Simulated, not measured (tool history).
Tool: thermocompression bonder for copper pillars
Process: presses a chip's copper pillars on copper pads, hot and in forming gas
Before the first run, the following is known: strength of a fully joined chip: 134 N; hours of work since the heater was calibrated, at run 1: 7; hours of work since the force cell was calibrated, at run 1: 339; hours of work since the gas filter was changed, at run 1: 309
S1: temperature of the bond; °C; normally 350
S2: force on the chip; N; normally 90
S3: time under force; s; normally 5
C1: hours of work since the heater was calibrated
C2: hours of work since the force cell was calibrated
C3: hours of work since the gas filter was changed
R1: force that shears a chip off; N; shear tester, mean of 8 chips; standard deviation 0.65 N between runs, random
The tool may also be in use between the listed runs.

run 1 hour=0 | S1=350 S2=90 S3=5 | C1=7 C2=339 C3=309 | R1=62.5
run 2 hour=14.1 | S1=350 S2=90 S3=5 | C1=17 C2=349 C3=319 | R1=62.5
run 3 hour=38.8 | S1=350 S2=90 S3=5 | C1=35 C2=367 C3=337 | R1=62.5
run 4 hour=54.1 | S1=350 S2=90 S3=5 | C1=46 C2=378 C3=348 | R1=62.1
run 5 hour=68.3 | S1=350 S2=90 S3=5 | C1=56 C2=389 C3=359 | R1=61.2
-- hour=73.9 forming gas filter changed
run 6 hour=88.9 | S1=350 S2=90 S3=5 | C1=71 C2=403 C3=11 | R1=69.7
run 7 hour=102.9 | S1=350 S2=78 S3=5 | C1=81 C2=414 C3=21 | R1=63.6
run 8 hour=120.3 | S1=350 S2=80 S3=5 | C1=94 C2=426 C3=34 | R1=63.7
run 9 hour=148.1 | S1=350 S2=88 S3=4 | C1=114 C2=446 C3=54 | R1=62.3
run 10 hour=166.4 | S1=350 S2=88 S3=4 | C1=127 C2=460 C3=67 | R1=62.6
run 11 hour=187 | S1=350 S2=89 S3=4 | C1=142 C2=475 C3=82 | R1=62.8
run 12 hour=203.7 | S1=349 S2=95 S3=6 | C1=154 C2=487 C3=94 | R1=73.7
run 13 hour=229.3 | S1=349 S2=59 S3=5 | C1=173 C2=505 C3=113 | R1=50.4

Branching from run 13: 4 alternative next runs. What would each branch give?
run A hour=255.4 | S1=345 S2=135 S3=5 | C1=192 C2=524 C3=132 | R1=?
run B hour=255.4 | S1=350 S2=90 S3=7 | C1=192 C2=524 C3=132 | R1=?
run C hour=255.4 | S1=336 S2=58 S3=5 | C1=192 C2=524 C3=132 | R1=?
run D hour=255.4 | S1=349 S2=61 S3=5 | C1=192 C2=524 C3=132 | R1=?

run=A R1=83.4
run=B R1=74.8
run=C R1=45.2
run=D R1=51
Had the tool no hidden state, the same runs would have come out as:
run=A R1=84.6
run=B R1=75.8
run=C R1=45.4
run=D R1=51.4

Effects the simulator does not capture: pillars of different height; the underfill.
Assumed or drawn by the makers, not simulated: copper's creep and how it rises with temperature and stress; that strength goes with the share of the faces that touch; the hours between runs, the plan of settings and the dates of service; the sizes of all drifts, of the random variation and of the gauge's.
